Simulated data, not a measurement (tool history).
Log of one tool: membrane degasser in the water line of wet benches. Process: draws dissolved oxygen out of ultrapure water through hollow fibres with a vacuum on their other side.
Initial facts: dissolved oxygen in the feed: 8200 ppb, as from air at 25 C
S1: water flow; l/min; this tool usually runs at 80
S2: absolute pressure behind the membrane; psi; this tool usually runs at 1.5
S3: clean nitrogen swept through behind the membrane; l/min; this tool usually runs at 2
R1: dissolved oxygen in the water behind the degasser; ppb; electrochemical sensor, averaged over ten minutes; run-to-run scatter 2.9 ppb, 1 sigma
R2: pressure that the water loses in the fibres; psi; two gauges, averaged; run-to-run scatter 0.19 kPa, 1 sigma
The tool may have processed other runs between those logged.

run   hour  S1   S2  S3     R1     R2
  1      0  80  1.5   2    533  5.828
  2  114.6  80  1.5   2    537  5.802
  3  216.1  80  1.5   2  539.2  5.854
  4  320.9  80  1.5   2    535  5.878
  5  382.9  80  1.5   2  532.4  5.846
  6  486.2  80  1.5   2  532.5  5.845
  7  538.6  80  1.5   2  532.1  5.839
  8  653.5  80  1.5   2  538.3   5.87
  9  734.1  80  1.5   2  540.2  5.842
 10  800.5  89  1.5   2  588.3  6.499

What will run 11 give?
 11  916.6  89   3   2   ?   ?

{"run 11": {"R1": 1367.4, "R2": 6.479}}
With the hidden condition absent and the run-to-run variation left alone, this run would have shown R1 1356.6 ppb, R2 6.345 psi.

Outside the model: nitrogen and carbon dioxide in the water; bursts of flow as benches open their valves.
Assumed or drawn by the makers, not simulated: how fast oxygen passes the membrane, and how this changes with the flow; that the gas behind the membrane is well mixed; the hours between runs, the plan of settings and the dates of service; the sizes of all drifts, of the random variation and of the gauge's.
